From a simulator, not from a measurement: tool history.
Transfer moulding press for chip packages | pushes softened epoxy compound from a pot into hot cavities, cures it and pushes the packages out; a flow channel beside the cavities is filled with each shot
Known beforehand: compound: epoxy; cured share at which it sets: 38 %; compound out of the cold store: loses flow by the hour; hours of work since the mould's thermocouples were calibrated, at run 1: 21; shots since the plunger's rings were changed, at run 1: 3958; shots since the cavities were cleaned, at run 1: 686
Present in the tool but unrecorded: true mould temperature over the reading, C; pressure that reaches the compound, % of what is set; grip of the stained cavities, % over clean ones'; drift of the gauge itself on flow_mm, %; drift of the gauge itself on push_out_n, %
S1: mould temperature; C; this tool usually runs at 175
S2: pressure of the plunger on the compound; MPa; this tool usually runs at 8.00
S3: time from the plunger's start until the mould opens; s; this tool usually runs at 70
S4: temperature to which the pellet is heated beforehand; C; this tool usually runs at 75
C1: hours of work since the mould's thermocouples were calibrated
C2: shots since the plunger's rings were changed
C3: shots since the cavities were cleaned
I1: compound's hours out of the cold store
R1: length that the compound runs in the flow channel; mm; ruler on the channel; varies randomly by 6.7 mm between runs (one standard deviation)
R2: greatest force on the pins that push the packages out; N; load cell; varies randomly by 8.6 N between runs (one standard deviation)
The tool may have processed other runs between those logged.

{"run": 1, "hour": 0.0, "S1": 175, "S2": 8.0, "S3": 70, "S4": 75, "C1": 21, "C2": 3958, "C3": 686, "I1": 18.1, "R1": 769, "R2": 623}
{"hour": 5.9, "done": "cavities cleaned with cleaning compound and waxed"}
{"run": 2, "hour": 15.6, "S1": 175, "S2": 8.0, "S3": 64, "S4": 75, "C1": 27, "C2": 4097, "C3": 95, "I1": 30.1, "R1": 731, "R2": 884}
{"run": 3, "hour": 31.3, "S1": 175, "S2": 8.0, "S3": 64, "S4": 75, "C1": 33, "C2": 4250, "C3": 248, "I1": 26.0, "R1": 743, "R2": 930}
{"run": 4, "hour": 40.0, "S1": 175, "S2": 8.0, "S3": 64, "S4": 75, "C1": 37, "C2": 4335, "C3": 333, "I1": 16.9, "R1": 779, "R2": 922}
{"run": 5, "hour": 52.6, "S1": 175, "S2": 8.0, "S3": 64, "S4": 75, "C1": 42, "C2": 4458, "C3": 456, "I1": 29.4, "R1": 736, "R2": 933}
{"run": 6, "hour": 71.2, "S1": 175, "S2": 8.0, "S3": 64, "S4": 75, "C1": 50, "C2": 4640, "C3": 638, "I1": 42.6, "R1": 700, "R2": 891}
{"hour": 73.6, "done": "cavities cleaned with cleaning compound and waxed, once more"}
{"hour": 81.6, "done": "plunger's sealing rings changed"}
{"run": 7, "hour": 94.1, "S1": 175, "S2": 8.0, "S3": 64, "S4": 75, "C1": 57, "C2": 122, "C3": 176, "I1": 12.0, "R1": 873, "R2": 662}
{"run": 8, "hour": 104.1, "S1": 175, "S2": 8.0, "S3": 68, "S4": 75, "C1": 62, "C2": 220, "C3": 274, "I1": 24.0, "R1": 821, "R2": 582}
{"run": 9, "hour": 122.6, "S1": 175, "S2": 9.59, "S3": 70, "S4": 75, "C1": 69, "C2": 401, "C3": 455, "I1": 31.6, "R1": 884, "R2": 575}
{"run": 10, "hour": 139.7, "S1": 175, "S2": 9.59, "S3": 70, "S4": 75, "C1": 76, "C2": 568, "C3": 622, "I1": 13.6, "R1": 941, "R2": 669}
{"run": 11, "hour": 148.1, "S1": 175, "S2": 9.59, "S3": 70, "S4": 75, "C1": 80, "C2": 650, "C3": 704, "I1": 34.4, "R1": 858, "R2": 642}
{"hour": 151.9, "done": "cavities cleaned with cleaning compound and waxed"}
{"run": 12, "hour": 158.2, "S1": 180, "S2": 8.0, "S3": 70, "S4": 75, "C1": 83, "C2": 734, "C3": 61, "I1": 36.8, "R1": 766, "R2": 324}
{"run": 13, "hour": 173.5, "S1": 180, "S2": 8.0, "S3": 70, "S4": 75, "C1": 89, "C2": 884, "C3": 211, "I1": 29.8, "R1": 782, "R2": 389}
{"run": 14, "hour": 189.2, "S1": 175, "S2": 8.0, "S3": 70, "S4": 75, "C1": 96, "C2": 1037, "C3": 364, "I1": 42.7, "R1": 743, "R2": 537}
{"run": 15, "hour": 206.1, "S1": 175, "S2": 8.0, "S3": 70, "S4": 75, "C1": 103, "C2": 1203, "C3": 530, "I1": 8.1, "R1": 852, "R2": 636}
{"run": 16, "hour": 223.1, "S1": 175, "S2": 6.99, "S3": 70, "S4": 77, "C1": 110, "C2": 1369, "C3": 696, "I1": 28.8, "R1": 726, "R2": 625}
{"hour": 227.8, "done": "cavities cleaned with cleaning compound and waxed"}
{"run": 17, "hour": 241.1, "S1": 175, "S2": 6.99, "S3": 70, "S4": 77, "C1": 116, "C2": 1530, "C3": 130, "I1": 10.6, "R1": 786, "R2": 474}
{"run": 18, "hour": 255.5, "S1": 176, "S2": 9.71, "S3": 89, "S4": 75, "C1": 122, "C2": 1672, "C3": 272, "I1": 9.9, "R1": 935, "R2": 352}
{"run": 19, "hour": 267.3, "S1": 176, "S2": 9.71, "S3": 89, "S4": 75, "C1": 127, "C2": 1787, "C3": 387, "I1": 29.1, "R1": 848, "R2": 387}
{"run": 20, "hour": 278.2, "S1": 176, "S2": 9.71, "S3": 89, "S4": 75, "C1": 132, "C2": 1893, "C3": 493, "I1": 45.7, "R1": 784, "R2": 390}
{"run": 21, "hour": 294.3, "S1": 175, "S2": 8.68, "S3": 70, "S4": 83, "C1": 138, "C2": 2051, "C3": 651, "I1": 39.8, "R1": 770, "R2": 597}
{"hour": 304.7, "done": "cavities cleaned with cleaning compound and waxed"}
{"run": 22, "hour": 306.9, "S1": 172, "S2": 8.0, "S3": 71, "S4": 75, "C1": 143, "C2": 2159, "C3": 22, "I1": 25.9, "R1": 786, "R2": 499}
{"run": 23, "hour": 319.3, "S1": 179, "S2": 6.12, "S3": 54, "S4": 75, "C1": 148, "C2": 2281, "C3": 144, "I1": 42.3, "R1": 634, "R2": 721}
{"run": 24, "hour": 329.4, "S1": 182, "S2": 8.0, "S3": 70, "S4": 77, "C1": 152, "C2": 2379, "C3": 242, "I1": 21.2, "R1": 773, "R2": 373}
{"run": 25, "hour": 346.2, "S1": 177, "S2": 8.38, "S3": 74, "S4": 76, "C1": 159, "C2": 2543, "C3": 406, "I1": 36.2, "R1": 755, "R2": 459}
{"run": 26, "hour": 362.1, "S1": 177, "S2": 8.38, "S3": 74, "S4": 76, "C1": 165, "C2": 2699, "C3": 562, "I1": 19.3, "R1": 797, "R2": 479}
{"run": 27, "hour": 371.8, "S1": 177, "S2": 8.38, "S3": 74, "S4": 76, "C1": 169, "C2": 2793, "C3": 656, "I1": 32.9, "R1": 768, "R2": 502}
{"hour": 381.2, "done": "cavities cleaned with cleaning compound and waxed"}
{"run": 28, "hour": 383.5, "S1": 177, "S2": 8.38, "S3": 78, "S4": 69, "C1": 173, "C2": 2894, "C3": 23, "I1": 37.0, "R1": 753, "R2": 297}
{"run": 29, "hour": 398.3, "S1": 169, "S2": 8.38, "S3": 78, "S4": 82, "C1": 179, "C2": 3038, "C3": 167, "I1": 34.5, "R1": 767, "R2": 525}

What would each run have given without the hidden state, its run-to-run variation left as it was?
run=1 R1=834 R2=395
run=2 R1=795 R2=503
run=3 R1=811 R2=521
run=4 R1=851 R2=518
run=5 R1=806 R2=518
run=6 R1=769 R2=485
run=7 R1=875 R2=546
run=8 R1=824 R2=440
run=9 R1=891 R2=394
run=10 R1=951 R2=427
run=11 R1=869 R2=400
run=12 R1=776 R2=299
run=13 R1=795 R2=310
run=14 R1=758 R2=385
run=15 R1=871 R2=420
run=16 R1=745 R2=390
run=17 R1=809 R2=407
run=18 R1=965 R2=266
run=19 R1=877 R2=274
run=20 R1=812 R2=259
run=21 R1=800 R2=379
run=22 R1=818 R2=479
run=23 R1=662 R2=607
run=24 R1=809 R2=291
run=25 R1=792 R2=324
run=26 R1=839 R2=313
run=27 R1=810 R2=317
run=28 R1=796 R2=282
run=29 R1=813 R2=428
